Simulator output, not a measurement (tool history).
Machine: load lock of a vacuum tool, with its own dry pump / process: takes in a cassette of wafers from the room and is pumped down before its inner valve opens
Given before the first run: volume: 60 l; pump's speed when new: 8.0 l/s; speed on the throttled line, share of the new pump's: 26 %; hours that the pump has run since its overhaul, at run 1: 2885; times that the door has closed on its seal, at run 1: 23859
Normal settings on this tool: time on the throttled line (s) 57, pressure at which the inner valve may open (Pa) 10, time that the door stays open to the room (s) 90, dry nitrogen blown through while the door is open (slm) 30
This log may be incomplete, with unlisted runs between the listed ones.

run    hour  time on the throttled line (s)  pressure at which the inner valve may open (Pa)  time that the door stays open to the room (s)  dry nitrogen blown through while the door is open (slm)  hours that the pump has run since its overhaul  times that the door has closed on its seal  incoming humidity of the room's air, %  time from the closed door until the inner valve may open (s)  rise of the pressure with all valves shut (Pa/min)
  1       0                              57                                               10                                             90                                                       30                                            2885                                       23859                                    44.2                                                         111.3                                               0.012
  2    95.9                              57                                               10                                             93                                                       30                                            2980                                       23989                                    45.8                                                         112.1                                               0.014
  3     203                              57                                               10                                             93                                                       30                                            3088                                       24135                                    44.7                                                         111.2                                               0.007
  4   303.6                              57                                               10                                             93                                                       30                                            3188                                       24272                                    44.2                                                         111.3                                               0.014
  5   417.3                              57                                               10                                            173                                                       30                                            3302                                       24427                                      41                                                         111.7                                                0.02
  6   573.6                              57                                               10                                            173                                                       30                                            3458                                       24640                                    44.7                                                           112                                               0.018
  7   646.8                              57                                               10                                            173                                                       30                                            3531                                       24739                                    49.9                                                         111.3                                               0.019
  8   713.2                              57                                               10                                             90                                                       30                                            3598                                       24830                                    42.2                                                         112.2                                               0.008
  9   865.9                              57                                               10                                             90                                                       30                                            3750                                       25038                                    41.2                                                         111.8                                               0.014
 10    1019                              57                                               10                                             90                                                       30                                            3904                                       25246                                    44.8                                                         111.8                                               0.009
 11  1113.8                              70                                               13                                            192                                                       30                                            3998                                       25375                                    48.3                                                         118.7                                               0.019
 12  1180.6                              70                                               13                                            192                                                       30                                            4065                                       25466                                    42.2                                                         119.7                                               0.021
 13  1310.1                              37                                               11                                            167                                                        8                                            4195                                       25643                                    46.2                                                          95.9                                               0.035
 14  1376.6                              34                                               11                                             51                                                        8                                            4261                                       25733                                    42.2                                                          94.1                                               0.017
 15    1464                              34                                               11                                             51                                                        8                                            4349                                       25852                                    42.4                                                          94.1                                               0.015
 16  1599.6                              34                                               11                                             31                                                       37                                            4484                                       26037                                    45.8                                                          92.4                                               0.005
 17  1725.1                              34                                               11                                             31                                                       37                                            4610                                       26208                                    44.5                                                          94.8                                               0.009
 18  1862.4                              63                                               11                                             31                                                       37                                            4747                                       26394                                    43.7                                                         115.8                                               0.005

Below, each run's measurement less what the same run would have read without the hidden state. Both values contain the same run-to-run variation, but the gauge's scatter may not be the same in both:
Unlogged tool condition in this case: pump's speed, % of a new pump's; leak at the door's seal, Pa l/s; drift of the gauge itself on ready_s, %; drift of the gauge itself on rise_pa_min, %.
run  rise of the pressure with all valves shut (Pa/min)
  1                                              +0.002
  2                                              +0.002
  3                                              +0.001
  4                                              +0.002
  5                                              +0.001
  6                                              +0.002
  7                                              +0.002
  8                                              +0.002
  9                                              +0.002
 10                                              +0.002
 11                                              +0.002
 12                                              +0.002
 13                                              +0.003
 14                                              +0.002
 15                                              +0.002
 16                                              +0.002
 17                                              +0.002
 18                                              +0.002
time from the closed door until the inner valve may open (s) without the hidden state stays within 0.1 of what was measured, in all runs.
